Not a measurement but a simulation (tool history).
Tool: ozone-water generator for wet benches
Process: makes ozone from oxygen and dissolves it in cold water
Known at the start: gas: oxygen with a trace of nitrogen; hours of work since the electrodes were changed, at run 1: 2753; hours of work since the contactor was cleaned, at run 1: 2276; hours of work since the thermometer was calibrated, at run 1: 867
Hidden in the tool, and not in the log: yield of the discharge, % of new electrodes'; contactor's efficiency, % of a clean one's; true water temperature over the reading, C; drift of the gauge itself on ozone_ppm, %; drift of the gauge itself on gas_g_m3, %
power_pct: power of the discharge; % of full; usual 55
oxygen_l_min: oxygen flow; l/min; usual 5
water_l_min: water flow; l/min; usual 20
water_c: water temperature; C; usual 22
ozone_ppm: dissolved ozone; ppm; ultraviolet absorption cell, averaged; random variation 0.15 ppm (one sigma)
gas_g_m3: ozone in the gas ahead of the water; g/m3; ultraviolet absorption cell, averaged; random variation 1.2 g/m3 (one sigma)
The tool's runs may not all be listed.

run	hour	power_pct	oxygen_l_min	water_l_min	water_c	hours of work since the electrodes were changed	hours of work since the contactor was cleaned	hours of work since the thermometer was calibrated	ozone_ppm	gas_g_m3
1	0	55	5	20	22	2753	2276	867	16.2	212.1
2	103.4	46	5	20	22	2839	2362	953	14.8	191.7
3	181.4	46	5	20	22	2904	2427	1019	14.6	192.9
4	281.7	46	5	12	22	2988	2511	1102	23.2	192.4
5	386.7	85	5	20	22	3076	2599	1190	20.2	268.5
6	491	55	5	20	22	3163	2686	1277	16.2	210.7

Run 7 comes next. What will it give?
7	631.2	56	5	16	22	3280	2803	1394	?	?

ozone_ppm: 20 ppm
gas_g_m3: 209.3 g/m3
Without the tool's hidden state the same run would have given ozone_ppm 22.5 ppm, gas_g_m3 227.6 g/m3.

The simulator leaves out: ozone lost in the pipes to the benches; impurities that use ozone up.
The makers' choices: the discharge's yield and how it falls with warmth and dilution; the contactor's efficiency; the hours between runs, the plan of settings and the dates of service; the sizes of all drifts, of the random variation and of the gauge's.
